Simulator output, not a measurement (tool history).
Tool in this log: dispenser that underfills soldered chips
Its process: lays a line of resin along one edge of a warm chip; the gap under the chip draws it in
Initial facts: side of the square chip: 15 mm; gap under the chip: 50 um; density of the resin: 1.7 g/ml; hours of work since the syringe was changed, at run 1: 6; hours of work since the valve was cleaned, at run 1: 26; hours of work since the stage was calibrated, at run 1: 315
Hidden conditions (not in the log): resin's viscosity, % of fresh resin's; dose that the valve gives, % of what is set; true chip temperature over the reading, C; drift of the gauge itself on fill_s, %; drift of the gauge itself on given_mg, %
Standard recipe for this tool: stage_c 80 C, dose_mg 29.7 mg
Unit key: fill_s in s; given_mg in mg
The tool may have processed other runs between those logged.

run,hour,stage_c,dose_mg,hours of work since the syringe was changed,hours of work since the valve was cleaned,hours of work since the stage was calibrated,fill_s,given_mg
1,0.0,80,29.7,6,26,315,174.2,28.99
# hour 6.0: new syringe of resin
2,15.5,80,29.7,6,36,324,176.8,28.76
# hour 20.8: new syringe of resin
3,24.7,80,29.7,2,41,330,136.7,28.61
# hour 36.0: new syringe of resin
4,36.1,80,29.7,0,48,336,117.6,28.44
5,47.1,80,29.7,7,55,343,181.7,28.38
# hour 51.2: new syringe of resin
6,56.1,80,29.7,3,61,349,144.7,28.11
7,64.2,80,29.7,8,66,354,197.9,28.24
# hour 66.2: new syringe of resin
# hour 70.0: dispensing valve cleaned and set on the balance
8,72.5,68,29.7,3,2,358,266.5,29.63
9,80.1,68,29.7,8,6,363,359.7,29.40
# hour 82.0: new syringe of resin
10,93.1,82,31.2,7,14,371,163.1,30.82
# hour 97.6: new syringe of resin
11,105.4,76,38.6,5,22,378,191.4,38.25
# hour 112.6: new syringe of resin
12,115.8,76,38.6,2,28,385,159.4,37.79
# hour 127.4: new syringe of resin
13,127.8,92,29.8,0,35,392,64.4,29.03
14,138.7,92,29.8,7,42,399,100.3,28.88
# hour 142.3: new syringe of resin
15,153.5,92,29.8,7,51,408,98.2,28.70
# hour 158.2: new syringe of resin
16,160.6,82,36.5,2,55,412,112.0,35.13
17,167.5,79,29.7,6,60,416,180.2,28.34

5 options for the next run, each taken on its own from the tool as it stands now. Forecast them:
# hour 173.1: new syringe of resin
A,176.0,71,34.6,2,65,421,?,?
# hour 173.1: new syringe of resin
B,176.0,74,35.7,2,65,421,?,?
# hour 173.1: new syringe of resin
C,176.0,82,29.7,2,65,421,?,?
# hour 173.1: new syringe of resin
D,176.0,75,25.3,2,65,421,?,?
# hour 173.1: new syringe of resin
E,176.0,83,31.7,2,65,421,?,?

run,fill_s,given_mg
A,208.7,32.88
B,174.5,33.99
C,119.4,28.12
D,177.7,24.08
E,112.2,30.39
Had the tool no hidden state, the same runs would have come out as:
run,fill_s,given_mg
A,204.5,34.58
B,170.8,35.76
C,115.7,29.57
D,171.6,25.33
E,109.0,31.96

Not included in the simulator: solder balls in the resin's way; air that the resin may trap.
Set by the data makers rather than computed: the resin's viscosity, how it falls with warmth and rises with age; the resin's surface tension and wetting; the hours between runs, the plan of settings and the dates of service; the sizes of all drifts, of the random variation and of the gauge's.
